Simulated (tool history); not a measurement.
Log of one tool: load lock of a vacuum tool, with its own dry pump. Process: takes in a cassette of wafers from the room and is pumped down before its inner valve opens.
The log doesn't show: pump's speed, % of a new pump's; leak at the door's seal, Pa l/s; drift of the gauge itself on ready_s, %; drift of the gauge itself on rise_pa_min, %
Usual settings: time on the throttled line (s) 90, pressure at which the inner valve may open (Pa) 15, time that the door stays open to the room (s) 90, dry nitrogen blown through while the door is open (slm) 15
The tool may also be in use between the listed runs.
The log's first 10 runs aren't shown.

run	hour	time on the throttled line (s)	pressure at which the inner valve may open (Pa)	time that the door stays open to the room (s)	dry nitrogen blown through while the door is open (slm)	hours that the pump has run since its overhaul	times that the door has closed on its seal	incoming humidity of the room's air, %	time from the closed door until the inner valve may open (s)	rise of the pressure with all valves shut (Pa/min)
11	1183.5	90	22	90	15	12944	14246	49.4	154.9	0.143
12	1323.9	90	22	90	15	13084	14499	46.5	155.4	0.147
13	1483.6	90	22	31	15	13244	14786	43.3	157	0.118
14	1623.3	90	22	31	15	13384	15037	41.3	154.3	0.125
15	1766.5	90	22	31	15	13527	15295	46.3	153.3	0.129
16	1848.3	90	22	31	15	13609	15441	43	155	0.132
17	1931.9	75	15	30	15	13692	15592	43.7	148.6	0.131
18	2059.5	75	15	30	5	13820	15821	43.4	147.8	0.141
19	2222.1	75	15	30	5	13983	16113	47.7	148	0.144
20	2362.6	90	16	90	15	14123	16366	45.1	159.4	0.163
21	2531.7	51	15	90	34	14292	16670	45.6	130.4	0.152
22	2618.5	51	15	90	34	14379	16826	45.3	129.2	0.151
23	2776.3	142	15	26	41	14537	17110	47.7	198.4	0.132
24	2918	90	17	26	15	14678	17364	46.9	159.4	0.146
25	3048.9	90	29	54	15	14809	17600	44.6	151.5	0.162
26	3119.6	90	29	54	15	14880	17727	44	153.1	0.163
27	3281.4	140	15	90	32	15042	18018	47.1	199.3	0.168
28	3437.3	96	13	211	32	15198	18298	46.8	165.3	0.195
29	3564	55	23	26	11	15325	18526	45.5	129	0.159
30	3678.4	55	23	26	11	15439	18732	42.6	129.4	0.162
31	3770.9	55	23	26	11	15531	18898	43.6	129.7	0.164

Forecast each of these 3 alternatives for the next run:
A	3870.9	137	23	26	11	15631	19078	49.2	?	?
B	3870.9	76	17	90	16	15631	19078	47.4	?	?
C	3870.9	54	15	26	9	15631	19078	43.6	?	?

run	time from the closed door until the inner valve may open (s)	rise of the pressure with all valves shut (Pa/min)
A	194.3	0.17
B	147.3	0.195
C	133.3	0.16
Without the tool's hidden state the same runs would have given:
run	time from the closed door until the inner valve may open (s)	rise of the pressure with all valves shut (Pa/min)
A	189.1	0.027
B	140.4	0.053
C	125.9	0.02
